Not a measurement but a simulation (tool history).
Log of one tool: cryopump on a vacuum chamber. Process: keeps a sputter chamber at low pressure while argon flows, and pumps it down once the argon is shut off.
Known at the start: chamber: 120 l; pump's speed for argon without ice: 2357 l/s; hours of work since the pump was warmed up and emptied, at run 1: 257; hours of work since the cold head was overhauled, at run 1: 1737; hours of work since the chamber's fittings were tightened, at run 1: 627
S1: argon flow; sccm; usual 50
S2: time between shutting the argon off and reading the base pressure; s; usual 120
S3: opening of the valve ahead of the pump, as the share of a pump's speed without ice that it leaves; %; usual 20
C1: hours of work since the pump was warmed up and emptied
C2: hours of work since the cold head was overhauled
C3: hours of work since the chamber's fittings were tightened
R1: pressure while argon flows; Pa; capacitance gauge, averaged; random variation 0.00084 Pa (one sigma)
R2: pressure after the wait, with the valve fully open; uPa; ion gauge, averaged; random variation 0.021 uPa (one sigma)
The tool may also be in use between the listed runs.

| run | day | S1 | S2 | S3 | C1 | C2 | C3 | R1 | R2 |
|---|---|---|---|---|---|---|---|---|---|
| 1 | 0 | 50 | 120 | 20 | 257 | 1737 | 627 | 0.1842 | 0.67 |
| 2 | 4.467 | 50 | 120 | 20 | 320 | 1800 | 690 | 0.1836 | 0.68 |
| 3 | 7.738 | 77 | 120 | 20 | 366 | 1846 | 736 | 0.2869 | 0.72 |
| 4 | 11.042 | 77 | 120 | 20 | 412 | 1892 | 782 | 0.2837 | 0.72 |
|  | 13.588 | pump warmed up, emptied and cooled again |
| 5 | 15.121 | 77 | 120 | 20 | 22 | 1947 | 836 | 0.2767 | 0.69 |
| 6 | 17.596 | 67 | 120 | 20 | 56 | 1981 | 871 | 0.2427 | 0.76 |
| 7 | 22.025 | 67 | 120 | 20 | 118 | 2044 | 933 | 0.2413 | 0.72 |
| 8 | 24.838 | 67 | 120 | 20 | 158 | 2083 | 973 | 0.2425 | 0.77 |
| 9 | 27.088 | 50 | 120 | 20 | 190 | 2115 | 1004 | 0.1841 | 0.77 |
| 10 | 29.329 | 50 | 33 | 20 | 221 | 2146 | 1036 | 0.1832 | 1.74 |
| 11 | 33.246 | 50 | 124 | 20 | 276 | 2201 | 1091 | 0.1841 | 0.73 |
| 12 | 36.438 | 31 | 124 | 20 | 321 | 2246 | 1136 | 0.1145 | 0.78 |
| 13 | 39.804 | 50 | 120 | 20 | 368 | 2293 | 1183 | 0.1842 | 0.78 |
| 14 | 44.238 | 50 | 120 | 20 | 430 | 2356 | 1245 | 0.1848 | 0.84 |
|  | 45.312 | pump warmed up, emptied and cooled again |
| 15 | 46.904 | 50 | 120 | 20 | 22 | 2390 | 1280 | 0.1812 | 0.82 |
| 16 | 48.883 | 33 | 120 | 20 | 50 | 2418 | 1308 | 0.1196 | 0.79 |
| 17 | 51.762 | 33 | 120 | 20 | 91 | 2458 | 1348 | 0.119 | 0.84 |
| 18 | 54.442 | 72 | 39 | 40 | 128 | 2496 | 1386 | 0.1324 | 1.52 |
| 19 | 59.238 | 54 | 27 | 29 | 195 | 2563 | 1453 | 0.1372 | 2.16 |
| 20 | 62.733 | 57 | 120 | 20 | 245 | 2612 | 1502 | 0.2066 | 0.85 |
| 21 | 65.046 | 37 | 120 | 25 | 277 | 2645 | 1534 | 0.1097 | 0.84 |
| 22 | 68.229 | 33 | 120 | 20 | 322 | 2689 | 1579 | 0.1213 | 0.88 |
| 23 | 72.821 | 57 | 256 | 20 | 386 | 2754 | 1644 | 0.2117 | 0.74 |
|  | 77.142 | pump warmed up, emptied and cooled again |
| 24 | 77.488 | 57 | 27 | 20 | 5 | 2817 | 1706 | 0.2071 | 2.17 |
| 25 | 81.062 | 57 | 27 | 20 | 55 | 2867 | 1756 | 0.2053 | 2.17 |
| 26 | 85.808 | 57 | 27 | 20 | 122 | 2933 | 1823 | 0.2075 | 2.17 |
|  | 87.096 | leaking fittings of the chamber tightened, without venting |
| 27 | 89.258 | 75 | 88 | 19 | 169 | 2981 | 30 | 0.2878 | 0.7 |
| 28 | 93.654 | 24 | 96 | 45 | 231 | 3042 | 92 | 0.0398 | 0.65 |
| 29 | 97.804 | 24 | 96 | 45 | 289 | 3101 | 150 | 0.0396 | 0.63 |
| 30 | 101.496 | 32 | 106 | 22 | 341 | 3152 | 202 | 0.1077 | 0.62 |
| 31 | 104.333 | 44 | 166 | 20 | 381 | 3192 | 242 | 0.163 | 0.51 |
| 32 | 107.996 | 50 | 166 | 35 | 432 | 3244 | 293 | 0.1084 | 0.54 |
|  | 109.288 | pump warmed up, emptied and cooled again |
| 33 | 110.262 | 50 | 166 | 35 | 14 | 3273 | 322 | 0.1031 | 0.52 |
| 34 | 114.871 | 50 | 166 | 35 | 78 | 3337 | 387 | 0.1038 | 0.51 |

3 ways to go on from here, each from the tool as it stands after run 34. What would each give?
| A | 118.933 | 50 | 166 | 23 | 135 | 3394 | 444 | ? | ? |
| B | 118.933 | 25 | 166 | 35 | 135 | 3394 | 444 | ? | ? |
| C | 118.933 | 65 | 166 | 32 | 135 | 3394 | 444 | ? | ? |

| run | R1 | R2 |
|---|---|---|
| A | 0.1585 | 0.56 |
| B | 0.0515 | 0.53 |
| C | 0.1491 | 0.52 |
Without the tool's hidden state the same runs would have given:
| run | R1 | R2 |
|---|---|---|
| A | 0.156 | 0.43 |
| B | 0.0503 | 0.4 |
| C | 0.1459 | 0.39 |

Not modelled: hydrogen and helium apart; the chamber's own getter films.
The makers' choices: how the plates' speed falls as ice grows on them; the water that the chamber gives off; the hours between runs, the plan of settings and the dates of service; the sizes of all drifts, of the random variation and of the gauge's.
